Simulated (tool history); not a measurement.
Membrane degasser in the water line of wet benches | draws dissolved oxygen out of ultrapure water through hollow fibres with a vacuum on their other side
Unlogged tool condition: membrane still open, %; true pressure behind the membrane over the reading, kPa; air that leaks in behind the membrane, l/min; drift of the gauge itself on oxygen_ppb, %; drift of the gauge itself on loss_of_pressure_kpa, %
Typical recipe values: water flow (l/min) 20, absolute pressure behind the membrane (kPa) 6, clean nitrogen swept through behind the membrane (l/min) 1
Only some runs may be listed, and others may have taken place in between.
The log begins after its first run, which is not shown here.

run,hour,water flow (l/min),absolute pressure behind the membrane (kPa),clean nitrogen swept through behind the membrane (l/min),hours since the membrane was changed,hours since the vacuum gauge was calibrated,hours since the vacuum lines were made tight,dissolved oxygen in the water behind the degasser (ppb),pressure that the water loses in the fibres (kPa)
2,47.8,20,6,1,1689,3978,1369,270.2,55.85
3,103.4,20,6,1,1744,4033,1425,270,55.63
4,135.6,20,6,1.38,1777,4066,1457,235.8,56.01
5,204.5,20,6,1,1845,4134,1526,272,55.4
6,238.6,20,6,1,1880,4169,1560,266.3,56.14
7,301.6,20,6,1,1943,4231,1623,261.5,55.62
8,331.7,20,6,1,1973,4262,1653,269.8,55.3
9,394.5,18,6,1,2035,4324,1716,227,50.19
10,449.3,18,6,1,2090,4379,1771,226.1,49.94
11,486,16,6,1,2127,4416,1807,190.4,44.05
12,527.6,16,6,1,2169,4457,1849,184.7,44.78
13,567.5,16,6,1,2209,4497,1889,186.7,44.35
14,626.9,16,6,1,2268,4557,1948,188.6,44.38
15,667.9,16,6,0.8,2309,4598,1989,211.8,44.06
16,717.8,16,6,0.8,2359,4648,2039,213.2,44.3

Expected results for the next run?
17,751.4,20,7.43,1,2392,4681,2073,?,?

dissolved oxygen in the water behind the degasser (ppb): 329
pressure that the water loses in the fibres (kPa): 55.41
With no hidden state in the tool, this same run would have given dissolved oxygen in the water behind the degasser (ppb) 328.7, pressure that the water loses in the fibres (kPa) 55.9.

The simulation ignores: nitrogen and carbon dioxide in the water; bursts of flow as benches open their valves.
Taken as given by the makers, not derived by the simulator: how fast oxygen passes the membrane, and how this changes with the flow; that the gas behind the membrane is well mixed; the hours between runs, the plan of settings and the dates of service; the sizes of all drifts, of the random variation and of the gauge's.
